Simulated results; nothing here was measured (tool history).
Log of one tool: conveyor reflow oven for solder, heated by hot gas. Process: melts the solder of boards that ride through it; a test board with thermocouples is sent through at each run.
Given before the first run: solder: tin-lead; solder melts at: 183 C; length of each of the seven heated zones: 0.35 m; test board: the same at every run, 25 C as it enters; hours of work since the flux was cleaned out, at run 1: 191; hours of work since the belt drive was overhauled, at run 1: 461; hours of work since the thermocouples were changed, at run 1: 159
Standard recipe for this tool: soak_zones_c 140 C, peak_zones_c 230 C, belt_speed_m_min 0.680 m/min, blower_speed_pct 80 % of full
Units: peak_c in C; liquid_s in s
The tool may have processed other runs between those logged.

run    day  soak_zones_c  peak_zones_c  belt_speed_m_min  blower_speed_pct  hours of work since the flux was cleaned out  hours of work since the belt drive was overhauled  hours of work since the thermocouples were changed  peak_c  liquid_s
  1  0.000           140           230             0.680                80                                           191                                                461                                                 159   213.3      44.6
  2  0.175           140           230             0.680                80                                           193                                                463                                                 161   213.1      44.8
  3  0.504           140           230             0.680                80                                           197                                                466                                                 165   213.5      44.0
  4  0.854           140           230             0.680                80                                           201                                                470                                                 169   213.3      44.1
  5  1.150           140           230             0.680                80                                           204                                                474                                                 172   213.4      46.0
  6  1.517           131           230             0.680                80                                           208                                                478                                                 177   211.2      40.8
  7  1.771           131           230             0.680                80                                           211                                                481                                                 179   211.3      41.2
  8  2.008           140           230             0.680                80                                           214                                                483                                                 182   213.4      45.0
  9  2.308           153           230             0.680                80                                           217                                                487                                                 185   216.2      50.7
 10  2.538           153           230             0.680                80                                           220                                                489                                                 188   215.5      51.3
 11  2.842           153           230             0.680                80                                           223                                                493                                                 192   215.5      50.4
     3.071  -- flux residue cleaned out of gas plates and filters
 12  3.396           153           230             0.563                80                                             4                                                497                                                 195   219.8      65.4
 13  3.738           153           230             0.563                80                                             8                                                501                                                 199   219.6      65.8
 14  4.046           153           230             0.563                80                                            11                                                504                                                 203   219.6      64.4
 15  4.308           153           230             0.563                80                                            14                                                507                                                 206   219.8      65.2
 16  4.633           153           228             0.795                80                                            18                                                511                                                 209   209.1      39.3
 17  4.842           141           230             0.680                80                                            20                                                513                                                 212   212.8      44.6
 18  5.238           140           230             0.819                80                                            25                                                518                                                 216   207.0      31.2
     5.658  -- flux residue cleaned out of gas plates and filters, once more
 19  5.858           132           234             0.819                80                                             2                                                522                                                 221   210.7      33.2
 20  6.279           132           234             0.819                80                                             7                                                527                                                 226   210.0      33.7
 21  6.538           140           244             0.680                78                                            10                                                530                                                 229   227.1      52.9
 22  6.775           140           230             0.806                80                                            13                                                533                                                 231   209.8      34.6
 23  7.146           140           239             0.806                80                                            17                                                537                                                 235   216.7      38.8
 24  7.542           140           242             0.680                80                                            21                                                541                                                 240   225.4      52.6
 25  7.846           140           231             0.673                60                                            25                                                545                                                 243   211.0      43.6
 26  8.183           140           239             0.591                60                                            29                                                548                                                 247   222.0      59.0
 27  8.467           140           226             0.703                81                                            32                                                552                                                 250   210.3      40.5
 28  8.746           155           236             0.703                81                                            35                                                555                                                 254   222.5      53.4

Predict each of these 3 candidate next runs independently; none follows another, all start after run 28:
  A  9.042           135           230             0.680                90                                            38                                                558                                                 257       ?         ?
  B  9.042           155           234             0.576                73                                            38                                                558                                                 257       ?         ?
  C  9.042           142           242             0.692                80                                            38                                                558                                                 257       ?         ?

run  peak_c  liquid_s
  A   215.4      45.9
  B   223.1      66.8
  C   225.5      52.1
With no hidden state in the tool, these same runs would have given:
run  peak_c  liquid_s
  A   216.2      45.6
  B   223.9      66.1
  C   226.3      51.5

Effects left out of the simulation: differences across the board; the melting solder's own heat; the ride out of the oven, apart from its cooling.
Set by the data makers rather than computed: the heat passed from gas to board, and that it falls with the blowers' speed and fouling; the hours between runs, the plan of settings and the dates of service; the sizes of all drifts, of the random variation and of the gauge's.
